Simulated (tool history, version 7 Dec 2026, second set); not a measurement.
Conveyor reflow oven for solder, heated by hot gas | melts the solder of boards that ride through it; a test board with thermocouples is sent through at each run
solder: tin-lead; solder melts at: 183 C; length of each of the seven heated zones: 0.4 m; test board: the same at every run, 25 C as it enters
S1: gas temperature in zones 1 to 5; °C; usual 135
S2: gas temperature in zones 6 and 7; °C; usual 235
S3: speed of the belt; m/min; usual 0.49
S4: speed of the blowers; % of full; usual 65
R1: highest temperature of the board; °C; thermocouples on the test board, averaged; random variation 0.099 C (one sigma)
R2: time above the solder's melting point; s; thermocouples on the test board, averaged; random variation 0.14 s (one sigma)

run 1 hour=0 | S1=135 S2=235 S3=0.49 S4=65 | R1=215.2 R2=68.9
run 2 hour=29.8 | S1=135 S2=235 S3=0.49 S4=65 | R1=214.99 R2=69.3
run 3 hour=60.8 | S1=135 S2=235 S3=0.49 S4=65 | R1=215.1 R2=68.9
run 4 hour=91.2 | S1=135 S2=245 S3=0.49 S4=65 | R1=223.41 R2=77.5
run 5 hour=128.4 | S1=135 S2=235 S3=0.49 S4=65 | R1=214.92 R2=68.8
run 6 hour=171.6 | S1=135 S2=235 S3=0.49 S4=56 | R1=212.5 R2=65.8
run 7 hour=201.7 | S1=135 S2=235 S3=0.49 S4=56 | R1=212.65 R2=65.6
run 8 hour=222.2 | S1=135 S2=235 S3=0.49 S4=56 | R1=212.4 R2=65.6
run 9 hour=242.4 | S1=135 S2=227 S3=0.49 S4=65 | R1=208.1 R2=60.4
run 10 hour=287.7 | S1=135 S2=227 S3=0.49 S4=65 | R1=208.11 R2=60.1
run 11 hour=315.5 | S1=136 S2=235 S3=0.49 S4=65 | R1=214.91 R2=69
-- hour=354.8 flux residue cleaned out of gas plates and filters
run 12 hour=354.8 | S1=136 S2=235 S3=0.49 S4=65 | R1=217.52 R2=72.8
run 13 hour=396.3 | S1=136 S2=235 S3=0.49 S4=65 | R1=217.54 R2=72.5
-- hour=408.4 thermocouples of zones 6 and 7 changed
run 14 hour=430.8 | S1=135 S2=235 S3=0.514 S4=65 | R1=212.44 R2=63
run 15 hour=474.7 | S1=135 S2=235 S3=0.514 S4=65 | R1=212.57 R2=62.9
run 16 hour=501.9 | S1=135 S2=235 S3=0.514 S4=65 | R1=212.3 R2=62.8
run 17 hour=543.1 | S1=131 S2=228 S3=0.49 S4=65 | R1=207.35 R2=58.3
run 18 hour=576.1 | S1=135 S2=229 S3=0.49 S4=65 | R1=209.08 R2=62.1
run 19 hour=614.3 | S1=135 S2=229 S3=0.49 S4=65 | R1=208.99 R2=62.3
run 20 hour=642.2 | S1=135 S2=229 S3=0.585 S4=86 | R1=206.6 R2=48.5
run 21 hour=677 | S1=140 S2=245 S3=0.525 S4=66 | R1=220.73 R2=72.2
run 22 hour=718.9 | S1=121 S2=231 S3=0.525 S4=66 | R1=204.41 R2=46.3
run 23 hour=765.6 | S1=131 S2=235 S3=0.457 S4=72 | R1=216.94 R2=75.8
run 24 hour=786.6 | S1=147 S2=249 S3=0.438 S4=72 | R1=233.43 R2=102.5
run 25 hour=810.6 | S1=147 S2=226 S3=0.477 S4=80 | R1=212.27 R2=75.4
run 26 hour=833 | S1=124 S2=226 S3=0.574 S4=55 | R1=194.01 R2=25.6
run 27 hour=875.2 | S1=135 S2=238 S3=0.495 S4=65 | R1=215.62 R2=69.4
-- hour=906 belt drive overhauled, speed set with a stopwatch
run 28 hour=907.9 | S1=140 S2=245 S3=0.417 S4=83 | R1=231.32 R2=101.3
run 29 hour=956.7 | S1=140 S2=245 S3=0.469 S4=68 | R1=224.49 R2=84.1
run 30 hour=977.7 | S1=140 S2=245 S3=0.469 S4=68 | R1=224.59 R2=83.9
run 31 hour=1006.4 | S1=139 S2=241 S3=0.469 S4=72 | R1=221.87 R2=80.8

The same runs without the tool's hidden state, with the same run-to-run variation:
The hidden state here: heat that the gas passes to the board, % of a clean oven's; belt's true speed, % of the reading; true gas temperature in zones 6 and 7 over the reading, C; drift of the gauge itself on peak_c, C; drift of the gauge itself on liquid_s, %.
run=1 R1=213.88 R2=67.1
run=2 R1=213.72 R2=67.5
run=3 R1=213.88 R2=67.2
run=4 R1=222.33 R2=75.9
run=5 R1=213.82 R2=67.2
run=6 R1=211.38 R2=64.1
run=7 R1=211.57 R2=64
run=8 R1=211.35 R2=64
run=9 R1=207.09 R2=59.1
run=10 R1=207.17 R2=58.9
run=11 R1=214.1 R2=67.8
run=12 R1=213.89 R2=67.9
run=13 R1=213.97 R2=67.8
run=14 R1=212.02 R2=61.6
run=15 R1=212.23 R2=61.7
run=16 R1=212.01 R2=61.6
run=17 R1=207.12 R2=57.2
run=18 R1=208.89 R2=61.1
run=19 R1=208.85 R2=61.4
run=20 R1=206.76 R2=48.2
run=21 R1=220.79 R2=71.3
run=22 R1=204.62 R2=46.1
run=23 R1=217.05 R2=75
run=24 R1=233.44 R2=100.9
run=25 R1=212.32 R2=74.7
run=26 R1=194.38 R2=26.1
run=27 R1=215.94 R2=68.9
run=28 R1=231.94 R2=101.7
run=29 R1=225.44 R2=85
run=30 R1=225.57 R2=84.8
run=31 R1=222.88 R2=81.9

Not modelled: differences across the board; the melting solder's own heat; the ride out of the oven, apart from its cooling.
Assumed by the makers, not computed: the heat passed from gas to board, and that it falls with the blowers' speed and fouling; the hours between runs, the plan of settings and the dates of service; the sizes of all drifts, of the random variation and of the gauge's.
